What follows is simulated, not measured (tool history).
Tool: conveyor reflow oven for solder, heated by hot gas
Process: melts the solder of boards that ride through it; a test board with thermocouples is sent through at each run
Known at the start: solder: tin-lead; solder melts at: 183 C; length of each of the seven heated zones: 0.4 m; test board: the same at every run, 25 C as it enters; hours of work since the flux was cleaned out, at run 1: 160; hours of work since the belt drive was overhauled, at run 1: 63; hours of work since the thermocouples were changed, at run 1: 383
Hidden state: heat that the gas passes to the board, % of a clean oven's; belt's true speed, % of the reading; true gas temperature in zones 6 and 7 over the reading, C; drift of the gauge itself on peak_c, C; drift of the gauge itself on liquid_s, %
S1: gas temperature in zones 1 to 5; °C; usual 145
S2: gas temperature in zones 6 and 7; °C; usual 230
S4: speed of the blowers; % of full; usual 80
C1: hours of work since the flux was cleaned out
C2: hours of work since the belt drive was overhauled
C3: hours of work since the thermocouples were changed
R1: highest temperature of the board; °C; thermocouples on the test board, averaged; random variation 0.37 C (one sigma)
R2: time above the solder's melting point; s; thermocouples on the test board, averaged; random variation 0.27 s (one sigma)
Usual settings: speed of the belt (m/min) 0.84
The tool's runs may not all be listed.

run 1 hour=0 | S1=145 S2=230 speed_of_the_belt_(m/min)=0.84 S4=80 | C1=160 C2=63 C3=383 | R1=211.9 R2=40.8
run 2 hour=6.2 | S1=145 S2=230 speed_of_the_belt_(m/min)=0.84 S4=71 | C1=164 C2=67 C3=386 | R1=209.5 R2=38.8
run 3 hour=13.2 | S1=145 S2=230 speed_of_the_belt_(m/min)=0.84 S4=80 | C1=168 C2=71 C3=390 | R1=211.6 R2=41.1
run 4 hour=18.3 | S1=145 S2=230 speed_of_the_belt_(m/min)=0.84 S4=81 | C1=171 C2=73 C3=393 | R1=211.5 R2=40.6
run 5 hour=25.8 | S1=145 S2=230 speed_of_the_belt_(m/min)=0.731 S4=80 | C1=175 C2=78 C3=397 | R1=215.6 R2=50.8
run 6 hour=32.9 | S1=145 S2=230 speed_of_the_belt_(m/min)=0.84 S4=80 | C1=179 C2=82 C3=401 | R1=211.7 R2=40.2
run 7 hour=43.5 | S1=145 S2=230 speed_of_the_belt_(m/min)=0.84 S4=80 | C1=185 C2=88 C3=407 | R1=210.8 R2=40.2
run 8 hour=48.9 | S1=145 S2=230 speed_of_the_belt_(m/min)=0.84 S4=75 | C1=188 C2=91 C3=411 | R1=210.4 R2=38.9
run 9 hour=58.3 | S1=145 S2=230 speed_of_the_belt_(m/min)=0.84 S4=75 | C1=194 C2=96 C3=416 | R1=210 R2=39.9
run 10 hour=64.1 | S1=145 S2=230 speed_of_the_belt_(m/min)=0.84 S4=75 | C1=197 C2=100 C3=419 | R1=210.3 R2=39.2
-- hour=74.5 flux residue cleaned out of gas plates and filters
run 11 hour=76.3 | S1=130 S2=230 speed_of_the_belt_(m/min)=0.84 S4=75 | C1=1 C2=104 C3=423 | R1=205.5 R2=31.1
run 12 hour=86.4 | S1=145 S2=230 speed_of_the_belt_(m/min)=0.686 S4=80 | C1=7 C2=109 C3=429 | R1=216.4 R2=54.6
-- hour=97.9 flux residue cleaned out of gas plates and filters, once more
run 13 hour=100.5 | S1=145 S2=230 speed_of_the_belt_(m/min)=0.686 S4=80 | C1=1 C2=115 C3=434 | R1=219.3 R2=56.8
run 14 hour=107.3 | S1=145 S2=230 speed_of_the_belt_(m/min)=0.686 S4=80 | C1=5 C2=119 C3=438 | R1=218.4 R2=56.3
run 15 hour=113.9 | S1=145 S2=230 speed_of_the_belt_(m/min)=0.686 S4=80 | C1=9 C2=122 C3=442 | R1=218.6 R2=56.4
run 16 hour=122.2 | S1=145 S2=230 speed_of_the_belt_(m/min)=0.686 S4=80 | C1=14 C2=127 C3=447 | R1=218.9 R2=56.6
run 17 hour=127.8 | S1=151 S2=226 speed_of_the_belt_(m/min)=0.991 S4=80 | C1=17 C2=130 C3=450 | R1=206.6 R2=32.1
run 18 hour=133.6 | S1=145 S2=230 speed_of_the_belt_(m/min)=0.749 S4=74 | C1=20 C2=134 C3=453 | R1=215.2 R2=48.3
run 19 hour=141.8 | S1=145 S2=230 speed_of_the_belt_(m/min)=0.749 S4=74 | C1=25 C2=138 C3=458 | R1=215.2 R2=48.8
run 20 hour=147.9 | S1=131 S2=230 speed_of_the_belt_(m/min)=0.84 S4=80 | C1=29 C2=142 C3=461 | R1=210.7 R2=36.6
run 21 hour=157.3 | S1=131 S2=230 speed_of_the_belt_(m/min)=0.84 S4=80 | C1=34 C2=147 C3=467 | R1=210.8 R2=36.5
run 22 hour=164.3 | S1=142 S2=230 speed_of_the_belt_(m/min)=0.84 S4=80 | C1=38 C2=151 C3=471 | R1=212 R2=40.9
run 23 hour=170.7 | S1=142 S2=230 speed_of_the_belt_(m/min)=0.84 S4=80 | C1=42 C2=155 C3=474 | R1=212.6 R2=40.3
run 24 hour=178.8 | S1=143 S2=230 speed_of_the_belt_(m/min)=0.84 S4=75 | C1=46 C2=159 C3=479 | R1=211.3 R2=40.1
run 25 hour=189.8 | S1=141 S2=218 speed_of_the_belt_(m/min)=0.84 S4=75 | C1=52 C2=166 C3=485 | R1=201.4 R2=30.9
run 26 hour=195.2 | S1=154 S2=230 speed_of_the_belt_(m/min)=0.84 S4=62 | C1=55 C2=169 C3=488 | R1=210 R2=42.3
run 27 hour=204.8 | S1=154 S2=230 speed_of_the_belt_(m/min)=0.84 S4=62 | C1=61 C2=174 C3=494 | R1=209.8 R2=41.8
run 28 hour=211.4 | S1=154 S2=230 speed_of_the_belt_(m/min)=0.84 S4=62 | C1=65 C2=178 C3=498 | R1=209.7 R2=41.8
run 29 hour=219.8 | S1=144 S2=221 speed_of_the_belt_(m/min)=0.84 S4=59 | C1=69 C2=183 C3=502 | R1=200.1 R2=28.4
run 30 hour=230 | S1=144 S2=243 speed_of_the_belt_(m/min)=0.84 S4=59 | C1=75 C2=189 C3=508 | R1=216.5 R2=42.9
run 31 hour=238.3 | S1=144 S2=230 speed_of_the_belt_(m/min)=0.735 S4=78 | C1=80 C2=193 C3=513 | R1=215 R2=50.4
run 32 hour=243.5 | S1=144 S2=230 speed_of_the_belt_(m/min)=0.735 S4=78 | C1=83 C2=196 C3=516 | R1=215.8 R2=50.1

Some steps in R1 between neighbouring runs. How much of each would the tool show without its hidden state too (settings, what came in, random variation), and how much is left for the hidden state, with any gauge scatter that isn't in both results?
Run 10 -> 11: S1 145 -> 130, flux residue cleaned out of gas plates and filters. R1 -4.8 °C: hidden state -1.8, all else -3.
Run 11 -> 12: S1 130 -> 145, speed of the belt (m/min) 0.84 -> 0.686, S4 75 -> 80. R1 +10.9 °C: hidden state +1.1, all else +9.8.
Run 12 -> 13: flux residue cleaned out of gas plates and filters, once more. R1 +2.9 °C: hidden state +3, all else -0.1.
Run 16 -> 17: S1 145 -> 151, S2 230 -> 226, speed of the belt (m/min) 0.686 -> 0.991. R1 -12.3 °C: hidden state +0, all else -12.3.
Run 29 -> 30: S2 221 -> 243. R1 +16.4 °C: hidden state -0.2, all else +16.6.
